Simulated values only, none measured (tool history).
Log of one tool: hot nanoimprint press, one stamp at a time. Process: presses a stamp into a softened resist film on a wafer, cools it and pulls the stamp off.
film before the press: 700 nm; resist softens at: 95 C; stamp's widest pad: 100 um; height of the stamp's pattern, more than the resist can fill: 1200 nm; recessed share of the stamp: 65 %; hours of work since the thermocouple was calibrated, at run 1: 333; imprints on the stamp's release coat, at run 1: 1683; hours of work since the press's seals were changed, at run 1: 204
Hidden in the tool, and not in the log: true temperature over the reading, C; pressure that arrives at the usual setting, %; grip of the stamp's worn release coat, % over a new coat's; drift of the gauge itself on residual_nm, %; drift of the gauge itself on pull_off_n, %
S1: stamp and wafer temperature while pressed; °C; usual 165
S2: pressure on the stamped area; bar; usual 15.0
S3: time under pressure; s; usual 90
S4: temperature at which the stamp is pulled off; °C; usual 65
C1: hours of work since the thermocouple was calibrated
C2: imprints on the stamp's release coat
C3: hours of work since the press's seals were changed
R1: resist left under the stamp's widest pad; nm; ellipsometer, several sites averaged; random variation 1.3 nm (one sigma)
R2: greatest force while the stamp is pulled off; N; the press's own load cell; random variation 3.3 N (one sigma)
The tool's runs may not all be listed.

| run | day | S1 | S2 | S3 | S4 | C1 | C2 | C3 | R1 | R2 |
|---|---|---|---|---|---|---|---|---|---|---|
| 1 | 0.000 | 165 | 15.0 | 90 | 65 | 333 | 1683 | 204 | 273.8 | 212 |
| 2 | 0.304 | 165 | 15.0 | 90 | 65 | 338 | 1700 | 208 | 273.4 | 216 |
| 3 | 0.804 | 165 | 15.0 | 90 | 65 | 345 | 1728 | 215 | 275.5 | 219 |
| 4 | 1.379 | 165 | 15.0 | 92 | 65 | 353 | 1760 | 223 | 273.5 | 211 |
| 5 | 1.733 | 165 | 15.0 | 92 | 65 | 357 | 1780 | 228 | 270.9 | 215 |
| 6 | 2.142 | 165 | 15.0 | 90 | 65 | 363 | 1803 | 234 | 275.0 | 228 |
| 7 | 2.508 | 165 | 13.3 | 90 | 65 | 368 | 1824 | 239 | 290.4 | 213 |
|  | 3.175 | stamp cleaned and given a new release coat |
| 8 | 3.358 | 165 | 15.0 | 90 | 65 | 377 | 10 | 247 | 274.4 | 154 |
| 9 | 3.767 | 165 | 20.6 | 90 | 65 | 382 | 33 | 253 | 233.1 | 154 |
| 10 | 4.283 | 165 | 20.6 | 90 | 65 | 389 | 62 | 260 | 232.9 | 154 |
| 11 | 4.804 | 165 | 20.6 | 90 | 65 | 397 | 91 | 267 | 234.3 | 152 |
| 12 | 5.071 | 165 | 15.0 | 90 | 65 | 400 | 106 | 271 | 272.4 | 154 |
| 13 | 5.488 | 165 | 15.0 | 90 | 65 | 406 | 130 | 277 | 272.0 | 158 |
| 14 | 5.767 | 174 | 23.2 | 110 | 65 | 410 | 145 | 281 | 142.9 | 157 |
| 15 | 6.204 | 171 | 23.2 | 159 | 53 | 416 | 170 | 287 | 134.2 | 196 |
| 16 | 6.608 | 170 | 16.2 | 65 | 64 | 422 | 193 | 292 | 246.3 | 160 |
| 17 | 6.979 | 165 | 20.3 | 90 | 65 | 427 | 213 | 297 | 233.2 | 156 |
| 18 | 7.612 | 165 | 20.3 | 90 | 65 | 436 | 249 | 306 | 235.4 | 158 |
| 19 | 8.067 | 175 | 9.6 | 58 | 67 | 442 | 274 | 312 | 279.6 | 151 |
| 20 | 8.388 | 158 | 14.6 | 109 | 72 | 446 | 292 | 317 | 337.6 | 138 |
| 21 | 8.842 | 155 | 9.5 | 47 | 72 | 453 | 318 | 323 | 546.4 | 139 |
| 22 | 9.312 | 154 | 15.0 | 90 | 65 | 459 | 344 | 330 | 412.7 | 172 |
| 23 | 9.917 | 154 | 15.0 | 90 | 65 | 467 | 378 | 338 | 410.4 | 163 |
| 24 | 10.438 | 158 | 12.7 | 82 | 64 | 475 | 407 | 345 | 390.3 | 166 |
| 25 | 10.721 | 165 | 14.8 | 112 | 65 | 479 | 423 | 349 | 248.4 | 169 |

4 ways to go on from here, each from the tool as it stands after run 25. What would each give?
| A | 11.292 | 172 | 14.8 | 46 | 71 | 487 | 455 | 357 | ? | ? |
| B | 11.292 | 169 | 9.5 | 112 | 62 | 487 | 455 | 357 | ? | ? |
| C | 11.292 | 165 | 19.5 | 87 | 60 | 487 | 455 | 357 | ? | ? |
| D | 11.292 | 177 | 22.6 | 90 | 52 | 487 | 455 | 357 | ? | ? |

| run | R1 | R2 |
|---|---|---|
| A | 275.7 | 142 |
| B | 267.4 | 179 |
| C | 243.4 | 177 |
| D | 139.9 | 215 |
Without the tool's hidden state the same runs would have given:
| run | R1 | R2 |
|---|---|---|
| A | 284.3 | 131 |
| B | 277.2 | 164 |
| C | 251.7 | 163 |
| D | 143.7 | 197 |

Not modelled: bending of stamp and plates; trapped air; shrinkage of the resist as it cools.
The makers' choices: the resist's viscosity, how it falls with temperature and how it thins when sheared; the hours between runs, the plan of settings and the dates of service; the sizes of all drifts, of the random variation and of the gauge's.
